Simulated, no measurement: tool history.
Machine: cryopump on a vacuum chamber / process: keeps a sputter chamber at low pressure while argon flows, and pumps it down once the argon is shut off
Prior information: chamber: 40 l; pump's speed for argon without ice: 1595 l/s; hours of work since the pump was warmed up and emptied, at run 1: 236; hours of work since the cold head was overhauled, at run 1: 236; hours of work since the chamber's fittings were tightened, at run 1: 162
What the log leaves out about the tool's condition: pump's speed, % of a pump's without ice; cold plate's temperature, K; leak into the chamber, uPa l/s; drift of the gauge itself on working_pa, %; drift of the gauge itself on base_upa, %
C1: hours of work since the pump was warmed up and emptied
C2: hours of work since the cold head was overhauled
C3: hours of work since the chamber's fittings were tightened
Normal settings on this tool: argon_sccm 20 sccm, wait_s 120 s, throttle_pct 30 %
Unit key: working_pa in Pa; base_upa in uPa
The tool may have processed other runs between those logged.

run 1 hour=0 | argon_sccm=20 wait_s=120 throttle_pct=30 | C1=236 C2=236 C3=162 | working_pa=0.0722 base_upa=1.2
run 2 hour=11.7 | argon_sccm=20 wait_s=189 throttle_pct=30 | C1=243 C2=243 C3=169 | working_pa=0.0719 base_upa=0.98
run 3 hour=27.3 | argon_sccm=20 wait_s=189 throttle_pct=30 | C1=253 C2=253 C3=179 | working_pa=0.0726 base_upa=1.01
run 4 hour=54.3 | argon_sccm=20 wait_s=189 throttle_pct=30 | C1=269 C2=269 C3=195 | working_pa=0.0723 base_upa=1.1
run 5 hour=73.4 | argon_sccm=20 wait_s=189 throttle_pct=30 | C1=281 C2=281 C3=206 | working_pa=0.0724 base_upa=1.08
run 6 hour=89.9 | argon_sccm=8 wait_s=120 throttle_pct=30 | C1=291 C2=291 C3=217 | working_pa=0.0287 base_upa=1.36
run 7 hour=113.9 | argon_sccm=8 wait_s=120 throttle_pct=51 | C1=305 C2=305 C3=231 | working_pa=0.0174 base_upa=1.33
run 8 hour=125.8 | argon_sccm=8 wait_s=120 throttle_pct=51 | C1=312 C2=312 C3=238 | working_pa=0.0174 base_upa=1.38
run 9 hour=138.5 | argon_sccm=8 wait_s=120 throttle_pct=51 | C1=320 C2=320 C3=246 | working_pa=0.0174 base_upa=1.43
run 10 hour=163.3 | argon_sccm=21 wait_s=113 throttle_pct=48 | C1=335 C2=335 C3=261 | working_pa=0.0486 base_upa=1.47
run 11 hour=179 | argon_sccm=28 wait_s=46 throttle_pct=48 | C1=345 C2=345 C3=271 | working_pa=0.0639 base_upa=2.42

For run 12, what comes out?
run 12 hour=204 | argon_sccm=28 wait_s=176 throttle_pct=48 | C1=360 C2=360 C3=286 | working_pa=? base_upa=?

{"run 12": {"working_pa": 0.0648, "base_upa": 1.34}}
Were there no unlogged condition in the tool, this run, its random variation unchanged, would have produced working_pa 0.062 Pa, base_upa 0.62 uPa.
